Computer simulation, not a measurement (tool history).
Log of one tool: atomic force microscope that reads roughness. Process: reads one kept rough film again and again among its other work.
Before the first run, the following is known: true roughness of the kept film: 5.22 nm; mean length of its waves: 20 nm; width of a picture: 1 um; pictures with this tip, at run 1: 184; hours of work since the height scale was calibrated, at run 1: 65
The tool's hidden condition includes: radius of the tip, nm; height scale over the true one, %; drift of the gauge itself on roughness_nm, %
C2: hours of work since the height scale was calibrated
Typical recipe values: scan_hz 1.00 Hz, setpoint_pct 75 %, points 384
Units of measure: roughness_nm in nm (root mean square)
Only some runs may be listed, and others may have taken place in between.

run 1 hour=0.0 | scan_hz=1.00 setpoint_pct=75 points=384 | pictures_with_this_tip=184 C2=65 | roughness_nm=2.838
run 2 hour=12.8 | scan_hz=1.00 setpoint_pct=75 points=384 | pictures_with_this_tip=196 C2=71 | roughness_nm=2.786
run 3 hour=31.4 | scan_hz=1.00 setpoint_pct=75 points=384 | pictures_with_this_tip=213 C2=79 | roughness_nm=2.741
run 4 hour=52.8 | scan_hz=1.00 setpoint_pct=75 points=384 | pictures_with_this_tip=233 C2=89 | roughness_nm=2.650
run 5 hour=62.8 | scan_hz=1.00 setpoint_pct=75 points=384 | pictures_with_this_tip=243 C2=93 | roughness_nm=2.646
run 6 hour=81.0 | scan_hz=1.00 setpoint_pct=75 points=384 | pictures_with_this_tip=259 C2=102 | roughness_nm=2.574
run 7 hour=100.0 | scan_hz=1.00 setpoint_pct=75 points=384 | pictures_with_this_tip=277 C2=110 | roughness_nm=2.500
run 8 hour=115.7 | scan_hz=1.00 setpoint_pct=65 points=877 | pictures_with_this_tip=292 C2=118 | roughness_nm=2.553
run 9 hour=133.5 | scan_hz=2.23 setpoint_pct=77 points=339 | pictures_with_this_tip=308 C2=126 | roughness_nm=2.271
run 10 hour=142.9 | scan_hz=2.37 setpoint_pct=87 points=822 | pictures_with_this_tip=317 C2=130 | roughness_nm=2.137
run 11 hour=158.4 | scan_hz=0.85 setpoint_pct=87 points=898 | pictures_with_this_tip=331 C2=137 | roughness_nm=2.358

Consider 5 possible next runs. They are alternatives, not a sequence: every one starts from the tool as it was left by run 11. What does each give?
run A hour=168.7 | scan_hz=1.00 setpoint_pct=77 points=384 | pictures_with_this_tip=341 C2=142 | roughness_nm=?
run B hour=168.7 | scan_hz=1.61 setpoint_pct=87 points=774 | pictures_with_this_tip=341 C2=142 | roughness_nm=?
run C hour=168.7 | scan_hz=0.80 setpoint_pct=62 points=523 | pictures_with_this_tip=341 C2=142 | roughness_nm=?
run D hour=168.7 | scan_hz=1.04 setpoint_pct=87 points=898 | pictures_with_this_tip=341 C2=142 | roughness_nm=?
run E hour=168.7 | scan_hz=0.68 setpoint_pct=56 points=555 | pictures_with_this_tip=341 C2=142 | roughness_nm=?

run=A roughness_nm=2.320
run=B roughness_nm=2.195
run=C roughness_nm=2.425
run=D roughness_nm=2.283
run=E roughness_nm=2.459
Without the tool's hidden state the same runs would have given:
run=A roughness_nm=3.870
run=B roughness_nm=3.651
run=C roughness_nm=4.044
run=D roughness_nm=3.803
run=E roughness_nm=4.096
